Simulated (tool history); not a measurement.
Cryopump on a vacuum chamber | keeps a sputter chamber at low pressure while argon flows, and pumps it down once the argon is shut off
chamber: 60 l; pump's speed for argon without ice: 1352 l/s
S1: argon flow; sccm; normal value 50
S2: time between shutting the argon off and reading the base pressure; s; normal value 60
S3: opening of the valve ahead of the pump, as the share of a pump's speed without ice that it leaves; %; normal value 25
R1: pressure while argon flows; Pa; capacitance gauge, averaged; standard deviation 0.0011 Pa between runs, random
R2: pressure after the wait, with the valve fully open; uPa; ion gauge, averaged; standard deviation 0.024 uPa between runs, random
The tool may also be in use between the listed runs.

| run | day | S1 | S2 | S3 | R1 | R2 |
|---|---|---|---|---|---|---|
| 1 | 0 | 50 | 60 | 25 | 0.2544 | 1.99 |
| 2 | 1.642 | 50 | 60 | 25 | 0.2549 | 2.01 |
| 3 | 4.004 | 50 | 60 | 20 | 0.3201 | 2.07 |
| 4 | 5.417 | 50 | 60 | 20 | 0.3165 | 2.1 |
| 5 | 7.4 | 50 | 60 | 25 | 0.2557 | 2.18 |
| 6 | 9.2 | 50 | 60 | 25 | 0.2556 | 2.2 |
| 7 | 11.546 | 50 | 60 | 25 | 0.2572 | 2.22 |
| 8 | 13.717 | 50 | 60 | 25 | 0.2575 | 2.26 |
| 9 | 15.271 | 50 | 60 | 25 | 0.2573 | 2.27 |
| 10 | 16.542 | 50 | 60 | 25 | 0.2588 | 2.33 |
| 11 | 17.983 | 50 | 60 | 25 | 0.2604 | 2.4 |
| 12 | 20.233 | 50 | 60 | 25 | 0.2575 | 2.43 |
| 13 | 21.675 | 85 | 62 | 19 | 0.5704 | 2.38 |
| 14 | 23.458 | 85 | 33 | 22 | 0.5 | 3.04 |
| 15 | 25.138 | 85 | 33 | 22 | 0.5024 | 3.08 |

The next listed run, before its measurement:
| 16 | 27.154 | 50 | 48 | 22 | ? | ? |

R1: 0.2956 Pa
R2: 2.73 uPa
The same run, on a tool lacking any hidden state, would have yielded R1 0.2846 Pa, R2 1.06 uPa.
